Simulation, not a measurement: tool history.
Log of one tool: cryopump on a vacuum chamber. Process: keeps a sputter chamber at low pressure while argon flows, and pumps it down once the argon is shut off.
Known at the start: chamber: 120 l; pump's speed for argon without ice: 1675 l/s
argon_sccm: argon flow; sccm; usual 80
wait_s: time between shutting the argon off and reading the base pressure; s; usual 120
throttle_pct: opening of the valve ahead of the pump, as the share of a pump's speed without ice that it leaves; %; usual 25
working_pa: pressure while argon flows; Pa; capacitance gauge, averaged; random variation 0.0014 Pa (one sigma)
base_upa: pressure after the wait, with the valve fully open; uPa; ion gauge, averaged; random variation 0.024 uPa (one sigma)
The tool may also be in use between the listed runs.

run	hour	argon_sccm	wait_s	throttle_pct	working_pa	base_upa
1	0.0	80	120	25	0.3420	1.91
2	9.1	80	120	25	0.3409	1.91
3	28.4	66	120	25	0.2809	1.86
4	43.8	66	72	25	0.2803	2.36
5	62.2	80	22	25	0.3382	5.12
6	75.0	80	120	25	0.3401	1.95
7	86.7	80	120	25	0.3411	1.91
8	99.3	33	151	21	0.1657	1.82
9	116.7	33	37	48	0.0773	3.58
10	133.4	78	37	26	0.3220	3.60
11	146.5	78	37	26	0.3221	3.69
12	168.9	82	37	26	0.3407	3.59
13	182.4	80	29	39	0.2267	4.32
14	199.4	76	69	20	0.4042	2.52

Forecast each of these 4 alternatives for the next run:
A	219.7	36	258	25	?	?
B	219.7	76	21	20	?	?
C	219.7	76	44	20	?	?
D	219.7	143	245	20	?	?

run	working_pa	base_upa
A	0.1546	1.68
B	0.4024	5.40
C	0.4042	3.38
D	0.7606	1.66
Without the tool's hidden state the same runs would have given:
run	working_pa	base_upa
A	0.1447	0.53
B	0.3816	4.26
C	0.3834	2.19
D	0.7214	0.55
